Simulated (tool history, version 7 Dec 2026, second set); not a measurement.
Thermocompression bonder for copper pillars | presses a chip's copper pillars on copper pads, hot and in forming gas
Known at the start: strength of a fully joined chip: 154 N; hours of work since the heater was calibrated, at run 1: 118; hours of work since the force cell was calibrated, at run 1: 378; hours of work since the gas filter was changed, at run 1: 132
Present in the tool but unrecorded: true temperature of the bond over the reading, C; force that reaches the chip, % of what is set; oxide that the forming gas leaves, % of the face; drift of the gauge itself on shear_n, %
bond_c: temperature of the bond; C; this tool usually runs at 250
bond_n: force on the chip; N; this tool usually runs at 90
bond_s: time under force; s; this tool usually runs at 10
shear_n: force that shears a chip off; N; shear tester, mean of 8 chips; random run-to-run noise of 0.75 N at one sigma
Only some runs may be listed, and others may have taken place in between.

run,hour,bond_c,bond_n,bond_s,hours of work since the heater was calibrated,hours of work since the force cell was calibrated,hours of work since the gas filter was changed,shear_n
1,0,250,90,10,118,378,132,54.8
2,17.8,250,90,10,128,388,142,56.1
3,35.5,250,90,10,137,398,152,55.1
4,47.3,250,90,10,144,404,158,56.3
5,54.8,250,90,10,148,408,162,55.2
6,64.5,250,90,10,153,414,167,57
7,80.2,222,90,10,162,422,176,31.7
8,92.5,250,90,10,169,429,183,56.8
9,103.6,250,90,10,175,435,189,56.7
10,115.6,237,129,10,181,442,196,61.9
11,123.1,259,96,9,185,446,200,67.6
12,137.4,250,90,13,193,454,208,61.4
13,149.6,241,90,28,200,460,214,70.9
14,163.1,269,69,28,207,468,222,86.7
15,172.2,264,132,28,212,473,227,125.2
16,189.9,250,101,25,222,483,236,87.9

Run 17 comes next. What will it give?
17,201.9,278,90,10,229,489,243,?

Run 17 produced shear_n 87.4 N.
Without the tool's hidden state the same run would have given shear_n 87.4 N.
